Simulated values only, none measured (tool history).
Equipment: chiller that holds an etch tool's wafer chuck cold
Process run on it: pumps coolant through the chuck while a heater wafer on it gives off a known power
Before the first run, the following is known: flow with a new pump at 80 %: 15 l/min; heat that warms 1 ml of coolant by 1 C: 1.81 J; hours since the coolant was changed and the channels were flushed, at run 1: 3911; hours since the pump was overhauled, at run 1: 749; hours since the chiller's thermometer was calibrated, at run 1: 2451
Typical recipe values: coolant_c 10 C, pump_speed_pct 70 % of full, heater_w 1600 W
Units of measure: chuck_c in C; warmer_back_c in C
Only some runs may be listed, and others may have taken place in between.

run,hour,coolant_c,pump_speed_pct,heater_w,hours since the coolant was changed and the channels were flushed,hours since the pump was overhauled,hours since the chiller's thermometer was calibrated,chuck_c,warmer_back_c
1,0.0,10,70,1600,3911,749,2451,21.0,4.06
2,59.1,10,70,1303,3970,808,2511,18.8,3.30
3,96.6,10,70,1303,4008,845,2548,18.6,3.29
4,140.8,10,70,1303,4052,889,2592,18.7,3.33
5,188.9,10,70,1600,4100,938,2640,20.8,4.11
6,254.8,10,70,1600,4166,1004,2706,21.1,4.08
7,308.4,10,63,1600,4220,1057,2760,22.2,4.60
8,361.3,10,63,1600,4273,1110,2813,22.2,4.60
# hour 388.1: chiller's thermometer calibrated
9,414.3,10,70,1600,4325,1162,26,20.7,4.15
10,478.3,7,70,1600,4389,1226,90,17.8,4.22
11,536.6,20,70,1600,4447,1284,148,31.0,4.17
12,575.7,18,70,1600,4486,1323,188,28.8,4.22
13,641.0,18,70,1600,4551,1389,253,28.8,4.28
14,672.6,7,74,1100,4583,1420,285,14.0,2.84
15,719.7,7,89,2107,4630,1467,332,18.7,4.42
16,756.7,10,89,2107,4667,1504,369,21.5,4.41
17,797.4,10,89,2107,4708,1545,409,21.6,4.42
18,835.0,7,82,1314,4745,1583,447,14.8,3.03
19,871.5,14,70,1564,4782,1619,483,24.8,4.24

Each row is a separate what-if for the run after 19, all from the same tool condition, not one after another. Results?
A,908.0,10,70,937,4818,1656,520,?,?
B,908.0,10,70,1031,4818,1656,520,?,?
C,908.0,14,82,1242,4818,1656,520,?,?
D,908.0,6,70,1564,4818,1656,520,?,?
E,908.0,14,81,2001,4818,1656,520,?,?

run,chuck_c,warmer_back_c
A,16.3,2.59
B,17.1,2.88
C,21.2,2.95
D,16.7,4.24
E,25.7,4.68
Without the tool's unlogged condition, the same runs would have read:
run,chuck_c,warmer_back_c
A,16.3,2.32
B,17.1,2.61
C,21.2,2.68
D,16.6,3.97
E,25.7,4.41
